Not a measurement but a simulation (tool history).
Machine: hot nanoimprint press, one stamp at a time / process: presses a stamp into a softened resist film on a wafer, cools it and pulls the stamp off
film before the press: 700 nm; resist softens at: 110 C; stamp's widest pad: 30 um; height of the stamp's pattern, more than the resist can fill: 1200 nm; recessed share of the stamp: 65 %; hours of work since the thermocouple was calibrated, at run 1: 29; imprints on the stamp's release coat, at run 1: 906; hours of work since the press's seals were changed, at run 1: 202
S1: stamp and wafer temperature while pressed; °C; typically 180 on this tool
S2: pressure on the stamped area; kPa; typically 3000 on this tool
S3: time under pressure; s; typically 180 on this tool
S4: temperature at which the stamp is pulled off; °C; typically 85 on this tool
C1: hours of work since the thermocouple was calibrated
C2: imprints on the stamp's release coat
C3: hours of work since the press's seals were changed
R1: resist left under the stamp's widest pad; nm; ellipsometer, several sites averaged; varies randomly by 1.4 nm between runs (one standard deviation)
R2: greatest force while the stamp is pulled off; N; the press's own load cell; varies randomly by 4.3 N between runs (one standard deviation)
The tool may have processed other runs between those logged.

{"run": 1, "hour": 0.0, "S1": 180, "S2": 3000, "S3": 180, "S4": 85, "C1": 29, "C2": 906, "C3": 202, "R1": 289.3, "R2": 209}
{"run": 2, "hour": 13.5, "S1": 180, "S2": 3000, "S3": 180, "S4": 85, "C1": 36, "C2": 937, "C3": 209, "R1": 287.1, "R2": 207}
{"run": 3, "hour": 25.7, "S1": 180, "S2": 3000, "S3": 180, "S4": 85, "C1": 43, "C2": 965, "C3": 216, "R1": 284.2, "R2": 205}
{"run": 4, "hour": 41.1, "S1": 180, "S2": 3000, "S3": 180, "S4": 85, "C1": 52, "C2": 1000, "C3": 225, "R1": 287.9, "R2": 213}
{"run": 5, "hour": 59.5, "S1": 180, "S2": 3000, "S3": 180, "S4": 85, "C1": 62, "C2": 1042, "C3": 235, "R1": 289.1, "R2": 215}
{"run": 6, "hour": 82.7, "S1": 180, "S2": 3000, "S3": 180, "S4": 85, "C1": 75, "C2": 1095, "C3": 248, "R1": 288.8, "R2": 209}
{"run": 7, "hour": 98.5, "S1": 180, "S2": 3000, "S3": 180, "S4": 75, "C1": 83, "C2": 1131, "C3": 256, "R1": 287.8, "R2": 219}
{"run": 8, "hour": 120.8, "S1": 180, "S2": 3000, "S3": 180, "S4": 75, "C1": 96, "C2": 1182, "C3": 269, "R1": 287.9, "R2": 226}
{"run": 9, "hour": 142.7, "S1": 180, "S2": 3000, "S3": 180, "S4": 85, "C1": 108, "C2": 1232, "C3": 281, "R1": 290.8, "R2": 207}
{"run": 10, "hour": 156.5, "S1": 180, "S2": 3000, "S3": 180, "S4": 85, "C1": 115, "C2": 1264, "C3": 288, "R1": 290.3, "R2": 208}
{"run": 11, "hour": 171.5, "S1": 180, "S2": 3000, "S3": 180, "S4": 85, "C1": 124, "C2": 1298, "C3": 297, "R1": 289.7, "R2": 211}
{"run": 12, "hour": 189.1, "S1": 180, "S2": 3000, "S3": 180, "S4": 85, "C1": 133, "C2": 1338, "C3": 306, "R1": 288.9, "R2": 212}
{"run": 13, "hour": 203.3, "S1": 180, "S2": 3000, "S3": 180, "S4": 85, "C1": 141, "C2": 1371, "C3": 314, "R1": 289.6, "R2": 212}
{"run": 14, "hour": 217.1, "S1": 180, "S2": 3000, "S3": 180, "S4": 85, "C1": 149, "C2": 1402, "C3": 322, "R1": 289.2, "R2": 211}
{"run": 15, "hour": 236.4, "S1": 180, "S2": 3610, "S3": 180, "S4": 85, "C1": 160, "C2": 1446, "C3": 332, "R1": 257.5, "R2": 200}
{"run": 16, "hour": 252.8, "S1": 179, "S2": 2780, "S3": 305, "S4": 70, "C1": 169, "C2": 1484, "C3": 342, "R1": 265.2, "R2": 230}
{"run": 17, "hour": 265.2, "S1": 189, "S2": 2020, "S3": 245, "S4": 83, "C1": 175, "C2": 1512, "C3": 348, "R1": 227.1, "R2": 210}
{"run": 18, "hour": 284.6, "S1": 189, "S2": 2860, "S3": 245, "S4": 83, "C1": 186, "C2": 1556, "C3": 359, "R1": 180.8, "R2": 215}
{"run": 19, "hour": 296.9, "S1": 185, "S2": 4310, "S3": 266, "S4": 77, "C1": 193, "C2": 1584, "C3": 366, "R1": 161.3, "R2": 220}
{"run": 20, "hour": 319.7, "S1": 185, "S2": 4390, "S3": 179, "S4": 77, "C1": 206, "C2": 1636, "C3": 378, "R1": 185.4, "R2": 224}
{"run": 21, "hour": 338.7, "S1": 175, "S2": 3750, "S3": 180, "S4": 85, "C1": 216, "C2": 1680, "C3": 389, "R1": 321.9, "R2": 211}
{"run": 22, "hour": 359.4, "S1": 175, "S2": 3750, "S3": 180, "S4": 85, "C1": 227, "C2": 1727, "C3": 400, "R1": 321.9, "R2": 211}
{"run": 23, "hour": 369.2, "S1": 189, "S2": 3260, "S3": 201, "S4": 81, "C1": 233, "C2": 1749, "C3": 406, "R1": 181.1, "R2": 206}
{"run": 24, "hour": 378.8, "S1": 179, "S2": 2000, "S3": 240, "S4": 88, "C1": 238, "C2": 1771, "C3": 411, "R1": 354.8, "R2": 205}
{"run": 25, "hour": 396.8, "S1": 179, "S2": 2000, "S3": 240, "S4": 88, "C1": 248, "C2": 1812, "C3": 421, "R1": 353.1, "R2": 203}
{"run": 26, "hour": 419.3, "S1": 179, "S2": 2000, "S3": 240, "S4": 88, "C1": 261, "C2": 1864, "C3": 433, "R1": 353.7, "R2": 203}
{"run": 27, "hour": 436.4, "S1": 180, "S2": 3000, "S3": 91, "S4": 85, "C1": 270, "C2": 1903, "C3": 443, "R1": 362.4, "R2": 206}
{"run": 28, "hour": 459.0, "S1": 180, "S2": 3000, "S3": 91, "S4": 85, "C1": 283, "C2": 1955, "C3": 455, "R1": 363.8, "R2": 213}
{"run": 29, "hour": 475.4, "S1": 180, "S2": 3340, "S3": 180, "S4": 85, "C1": 292, "C2": 1992, "C3": 464, "R1": 274.0, "R2": 206}

Predict each of these 4 candidate next runs independently; none follows another, all start after run 29:
{"run": "A", "hour": 487.8, "S1": 180, "S2": 4100, "S3": 325, "S4": 87, "C1": 298, "C2": 2020, "C3": 471, "R1": "?", "R2": "?"}
{"run": "B", "hour": 487.8, "S1": 171, "S2": 2410, "S3": 132, "S4": 85, "C1": 298, "C2": 2020, "C3": 471, "R1": "?", "R2": "?"}
{"run": "C", "hour": 487.8, "S1": 180, "S2": 3000, "S3": 222, "S4": 85, "C1": 298, "C2": 2020, "C3": 471, "R1": "?", "R2": "?"}
{"run": "D", "hour": 487.8, "S1": 180, "S2": 4190, "S3": 207, "S4": 85, "C1": 298, "C2": 2020, "C3": 471, "R1": "?", "R2": "?"}

run=A R1=197.8 R2=206
run=B R1=512.5 R2=210
run=C R1=273.8 R2=206
run=D R1=227.7 R2=210
What these runs would have given with no unlogged condition in the tool:
run=A R1=194.1 R2=204
run=B R1=503.0 R2=208
run=C R1=268.7 R2=204
run=D R1=223.5 R2=208

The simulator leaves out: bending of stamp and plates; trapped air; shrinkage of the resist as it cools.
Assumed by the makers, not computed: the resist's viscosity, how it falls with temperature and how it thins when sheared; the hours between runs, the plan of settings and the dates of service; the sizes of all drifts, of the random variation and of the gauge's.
